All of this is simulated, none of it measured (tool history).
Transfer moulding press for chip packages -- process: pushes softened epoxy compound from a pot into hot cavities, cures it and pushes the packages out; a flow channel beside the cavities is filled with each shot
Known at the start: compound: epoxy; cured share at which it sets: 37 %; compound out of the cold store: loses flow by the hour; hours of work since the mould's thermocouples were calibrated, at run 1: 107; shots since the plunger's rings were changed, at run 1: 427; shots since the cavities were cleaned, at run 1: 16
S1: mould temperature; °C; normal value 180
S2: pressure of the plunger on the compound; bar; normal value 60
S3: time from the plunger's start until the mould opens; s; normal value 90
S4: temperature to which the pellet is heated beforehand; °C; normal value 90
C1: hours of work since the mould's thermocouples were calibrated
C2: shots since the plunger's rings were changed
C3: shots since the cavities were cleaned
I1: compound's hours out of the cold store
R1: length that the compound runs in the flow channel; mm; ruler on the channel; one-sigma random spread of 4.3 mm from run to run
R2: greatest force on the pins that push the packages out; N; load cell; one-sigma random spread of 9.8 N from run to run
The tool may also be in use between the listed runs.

run,hour,S1,S2,S3,S4,C1,C2,C3,I1,R1,R2
1,0,180,60,90,90,107,427,16,40.8,724,483
2,17.9,180,60,90,90,115,582,171,22.4,766,717
3,26.6,180,60,90,90,119,657,246,39.3,722,751
4,43,180,60,90,90,127,799,388,47.9,697,809
5,51.8,180,60,90,90,131,875,464,26.9,760,915
6,70.9,180,60,90,90,139,1040,629,39.9,715,971
7,84.2,180,60,90,90,145,1154,743,45.6,706,956
# hour 96.9: cavities cleaned with cleaning compound and waxed
8,104.1,180,60,90,90,154,1314,63,39.5,715,1265
9,115.6,180,60,90,90,159,1412,161,41.2,710,1199
10,134.5,180,60,90,90,168,1576,325,8.9,802,1224
11,149.5,180,60,75,90,175,1706,455,11.3,783,1824
12,166.7,180,60,75,90,183,1854,603,18.8,770,1816
13,178,180,60,75,90,188,1951,700,40.8,704,1653
14,193.3,180,60,75,90,195,2084,833,17.8,762,1807
# hour 196.6: cavities cleaned with cleaning compound and waxed
# hour 206.2: cavities cleaned with cleaning compound and waxed, once more
15,211.5,175,53.4,104,92,202,2215,46,36.1,684,538
16,229,175,48.6,104,82,210,2366,197,26.9,673,755
17,238.9,175,48.6,104,82,215,2452,283,37.9,640,807
18,250.7,174,71.4,77,87,220,2554,385,46,761,1858
19,268.5,187,73.8,78,90,228,2707,538,16.2,818,865
20,280.2,187,73.8,78,90,234,2808,639,39.9,748,867
21,292.3,180,50.4,107,91,239,2912,743,43.3,635,805
# hour 304.9: cavities cleaned with cleaning compound and waxed
22,311.2,180,50.4,107,81,247,3063,55,28.1,666,445
23,320.7,187,47.7,93,90,251,3144,136,30.7,625,522
24,330.8,180,60,126,90,256,3232,224,48,673,585
25,342.2,174,70.3,103,86,261,3330,322,31.2,789,948
26,359.8,180,60,88,90,269,3482,474,43.4,686,937
27,379.1,188,60,88,90,278,3649,641,47,653,764
# hour 387: plunger's sealing rings changed
28,390.3,188,56.6,88,88,282,28,716,34.6,706,770

For some of the steps in R1 from one run to the next: how much would appear even if the tool had no hidden state, given the settings, what came in and random variation, and how much remains for the hidden state plus any gauge scatter that the measured result and the result without hidden state don't share?
What the log doesn't record here: true mould temperature over the reading, C; pressure that reaches the compound, % of what is set; grip of the stained cavities, % over clean ones'; drift of the gauge itself on flow_mm, %; drift of the gauge itself on push_out_n, %.
Run 17 -> 18: S1 175 -> 174, S2 48.6 -> 71.4, S3 104 -> 77, S4 82 -> 87. R1 +121 mm: hidden state -6, all else +127.
Run 24 -> 25: S1 180 -> 174, S2 60 -> 70.3, S3 126 -> 103, S4 90 -> 86. R1 +116 mm: hidden state -7, all else +123.
Run 27 -> 28: S2 60 -> 56.6, S4 90 -> 88, plunger's sealing rings changed. R1 +53 mm: hidden state +40, all else +13.
